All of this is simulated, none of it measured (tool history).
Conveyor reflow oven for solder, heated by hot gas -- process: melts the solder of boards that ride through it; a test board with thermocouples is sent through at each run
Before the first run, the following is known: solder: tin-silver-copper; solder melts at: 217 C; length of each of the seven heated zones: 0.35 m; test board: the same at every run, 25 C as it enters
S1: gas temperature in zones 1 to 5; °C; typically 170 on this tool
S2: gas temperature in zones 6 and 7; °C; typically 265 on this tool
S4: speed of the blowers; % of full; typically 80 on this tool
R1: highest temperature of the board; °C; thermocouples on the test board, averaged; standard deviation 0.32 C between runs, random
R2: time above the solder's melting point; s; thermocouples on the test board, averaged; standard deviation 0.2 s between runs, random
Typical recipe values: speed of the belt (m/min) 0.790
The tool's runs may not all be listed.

run 1 hour=0.0 | S1=170 S2=265 speed_of_the_belt_(m/min)=0.790 S4=80 | R1=250.0 R2=38.3
run 2 hour=51.8 | S1=170 S2=265 speed_of_the_belt_(m/min)=0.790 S4=85 | R1=251.1 R2=39.0
run 3 hour=109.4 | S1=170 S2=265 speed_of_the_belt_(m/min)=0.790 S4=80 | R1=250.0 R2=37.8
run 4 hour=137.0 | S1=168 S2=265 speed_of_the_belt_(m/min)=0.790 S4=80 | R1=248.7 R2=37.1
run 5 hour=168.2 | S1=170 S2=265 speed_of_the_belt_(m/min)=0.790 S4=80 | R1=249.7 R2=38.1
run 6 hour=204.7 | S1=157 S2=265 speed_of_the_belt_(m/min)=0.724 S4=74 | R1=248.3 R2=37.8
run 7 hour=268.2 | S1=183 S2=260 speed_of_the_belt_(m/min)=0.900 S4=55 | R1=236.2 R2=25.0
run 8 hour=326.5 | S1=164 S2=261 speed_of_the_belt_(m/min)=0.790 S4=80 | R1=243.5 R2=33.1
run 9 hour=387.1 | S1=164 S2=261 speed_of_the_belt_(m/min)=0.790 S4=80 | R1=243.7 R2=32.8
-- hour=420.3 thermocouples of zones 6 and 7 changed
run 10 hour=444.9 | S1=170 S2=257 speed_of_the_belt_(m/min)=0.930 S4=65 | R1=233.6 R2=21.0

Alternative continuations, all from the tool just after run 10; predict every row:
run A hour=496.9 | S1=170 S2=257 speed_of_the_belt_(m/min)=0.910 S4=65 | R1=? R2=?
run B hour=496.9 | S1=170 S2=258 speed_of_the_belt_(m/min)=0.790 S4=80 | R1=? R2=?
run C hour=496.9 | S1=182 S2=280 speed_of_the_belt_(m/min)=0.806 S4=80 | R1=? R2=?

run=A R1=234.2 R2=21.8
run=B R1=244.0 R2=34.9
run=C R1=265.3 R2=46.4
Had the tool no hidden state, the same runs would have come out as:
run=A R1=237.4 R2=24.9
run=B R1=246.8 R2=37.3
run=C R1=268.3 R2=47.4
